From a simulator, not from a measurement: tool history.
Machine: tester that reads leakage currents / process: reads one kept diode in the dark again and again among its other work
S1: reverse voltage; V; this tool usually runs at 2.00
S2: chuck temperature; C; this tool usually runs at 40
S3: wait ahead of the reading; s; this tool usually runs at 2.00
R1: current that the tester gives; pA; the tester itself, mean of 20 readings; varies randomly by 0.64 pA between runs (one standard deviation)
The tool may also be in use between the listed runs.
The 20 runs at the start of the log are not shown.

Run 21, hour 492.4: usual settings but S3 6.70 s. Result: R1 224.63 pA.
Run 22, hour 521.2: usual settings but S1 3.59 V. Result: R1 270.62 pA.
Run 23, hour 542.1: usual settings but S1 11.02 V, S2 52 C, S3 0.40 s. Result: R1 897.98 pA.
Run 24, hour 567.4: usual settings but S1 5.76 V, S2 23 C. Result: R1 87.91 pA.
Run 25, hour 585.7: usual settings but S1 12.63 V, S2 38 C, S3 1.92 s. Result: R1 354.53 pA.
Run 26, hour 603.6: usual settings but S1 1.30 V, S2 22 C, S3 6.22 s. Result: R1 50.15 pA.
Run 27, hour 625.2: usual settings but S1 1.30 V, S2 22 C, S3 6.22 s. Result: R1 50.13 pA.
At hour 640.4: chuck's temperature calibrated.
At hour 649.7: tester calibrated.
Run 28, hour 649.7: usual settings but S1 1.30 V, S2 22 C, S3 6.22 s. Result: R1 47.36 pA.
Run 29, hour 674.5: usual settings but S1 8.03 V, S2 21 C, S3 0.49 s. Result: R1 83.03 pA.
Run 30, hour 701.6: usual settings but S1 2.11 V, S2 45 C, S3 0.54 s. Result: R1 315.42 pA.
Run 31, hour 720.9: usual settings but S1 4.35 V, S2 34 C, S3 9.15 s. Result: R1 177.98 pA.
Run 32, hour 738.0: usual settings but S1 4.35 V, S2 34 C, S3 9.15 s. Result: R1 177.20 pA.
Run 33, hour 755.4: usual settings but S1 4.35 V, S2 34 C, S3 9.15 s. Result: R1 178.94 pA.
Run 34, hour 769.2: usual settings but S1 1.37 V, S2 23 C, S3 0.52 s. Result: R1 53.40 pA.
Run 35, hour 796.9: usual settings but S1 16.50 V, S2 37 C, S3 0.44 s. Result: R1 348.98 pA.
Run 36, hour 810.4: usual settings but S1 2.89 V, S2 49 C. Result: R1 461.05 pA.
Run 37, hour 840.8: usual settings but S1 18.92 V, S2 21 C, S3 0.95 s. Result: R1 114.77 pA.
Run 38, hour 863.2: usual settings but S3 0.66 s. Result: R1 218.19 pA.
Run 39, hour 880.7: usual settings but S3 0.66 s. Result: R1 218.19 pA.

Here are 5 independent what-if runs from the current tool condition. What would each one return?
Run A, hour 909.2: usual settings but S1 2.65 V, S3 0.66 s. Result: R1 ?.
Run B, hour 909.2: usual settings but S1 5.78 V, S2 57 C. Result: R1 ?.
Run C, hour 909.2: usual settings but S1 1.02 V, S2 31 C, S3 1.82 s. Result: R1 ?.
Run D, hour 909.2: usual settings but S1 1.80 V, S2 37 C, S3 7.21 s. Result: R1 ?.
Run E, hour 909.2: usual settings but S1 1.25 V, S2 27 C, S3 2.12 s. Result: R1 ?.

run      R1
  A  240.22
  B  979.48
  C   90.19
  D  170.08
  E   71.06
The same runs, with their run-to-run variation unchanged, on a tool lacking any hidden condition would have given:
run      R1
  A  234.53
  B  960.70
  C   87.96
  D  166.04
  E   69.01
